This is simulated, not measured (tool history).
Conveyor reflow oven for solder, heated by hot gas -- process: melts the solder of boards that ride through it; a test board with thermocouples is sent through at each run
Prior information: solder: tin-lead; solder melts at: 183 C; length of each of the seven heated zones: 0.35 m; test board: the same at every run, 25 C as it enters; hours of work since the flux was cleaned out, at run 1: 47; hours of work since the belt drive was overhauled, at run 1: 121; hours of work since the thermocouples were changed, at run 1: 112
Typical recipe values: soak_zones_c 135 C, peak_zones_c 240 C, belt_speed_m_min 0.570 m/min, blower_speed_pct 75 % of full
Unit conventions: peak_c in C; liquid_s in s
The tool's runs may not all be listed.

run	hour	soak_zones_c	peak_zones_c	belt_speed_m_min	blower_speed_pct	hours of work since the flux was cleaned out	hours of work since the belt drive was overhauled	hours of work since the thermocouples were changed	peak_c	liquid_s
1	0.0	135	240	0.570	75	47	121	112	218.0	54.3
2	11.5	135	240	0.570	75	53	127	118	218.2	53.9
3	18.5	135	240	0.570	75	57	131	122	218.1	54.3
4	27.9	135	240	0.570	75	62	136	127	218.2	53.9
5	33.6	135	240	0.570	75	65	139	130	217.8	53.9
6	38.5	124	240	0.570	75	67	141	133	215.6	48.9
7	47.9	124	240	0.570	75	72	147	138	215.6	49.1
8	58.8	126	240	0.570	75	78	152	144	215.8	49.9
9	67.9	126	240	0.570	75	83	157	149	216.1	49.4
10	79.0	126	240	0.570	75	89	163	155	215.6	49.7
11	86.5	126	240	0.570	75	93	167	159	215.3	49.8
12	97.9	126	240	0.570	75	100	174	165	215.5	49.7
13	103.6	126	240	0.570	75	103	177	168	215.6	49.5
14	114.6	126	235	0.570	75	109	183	174	211.7	46.0
15	121.4	126	235	0.570	75	112	186	177	211.9	46.2
16	128.1	126	235	0.570	75	116	190	181	211.7	46.0
17	139.4	135	240	0.570	78	122	196	187	218.8	54.6
18	150.1	135	240	0.466	75	128	202	193	224.4	73.2
19	159.2	146	240	0.587	77	133	207	198	219.1	57.5
20	166.2	146	240	0.587	77	137	211	202	219.1	57.4
21	176.3	121	240	0.587	50	142	216	207	202.3	31.8
22	186.2	121	240	0.644	75	147	221	213	209.2	36.6
23	191.3	137	240	0.644	75	150	224	215	212.8	44.1
24	198.9	137	231	0.604	52	154	228	219	199.6	31.6
25	209.3	135	255	0.596	64	160	234	225	223.5	55.3
26	219.9	135	255	0.596	64	166	240	231	223.4	55.5
27	229.3	135	255	0.676	63	171	245	236	217.0	43.3
28	241.0	135	255	0.676	63	177	251	242	216.6	43.7
29	246.0	149	238	0.623	75	180	254	245	215.4	52.2
30	257.2	149	238	0.623	75	186	260	251	215.1	51.9

Alternative continuations, all from the tool just after run 30; predict every row:
A	263.5	134	240	0.587	75	189	263	254	?	?
B	263.5	140	244	0.623	75	189	263	254	?	?
C	263.5	135	240	0.570	83	189	263	254	?	?
D	263.5	149	247	0.623	75	189	263	254	?	?
E	263.5	135	240	0.570	51	189	263	254	?	?

run	peak_c	liquid_s
A	215.8	50.1
B	217.8	50.8
C	219.1	55.2
D	222.8	56.9
E	208.2	43.6
Without the tool's unlogged condition, the same runs would have read:
run	peak_c	liquid_s
A	217.7	51.3
B	219.7	51.8
C	221.0	56.2
D	224.6	57.6
E	209.8	45.0
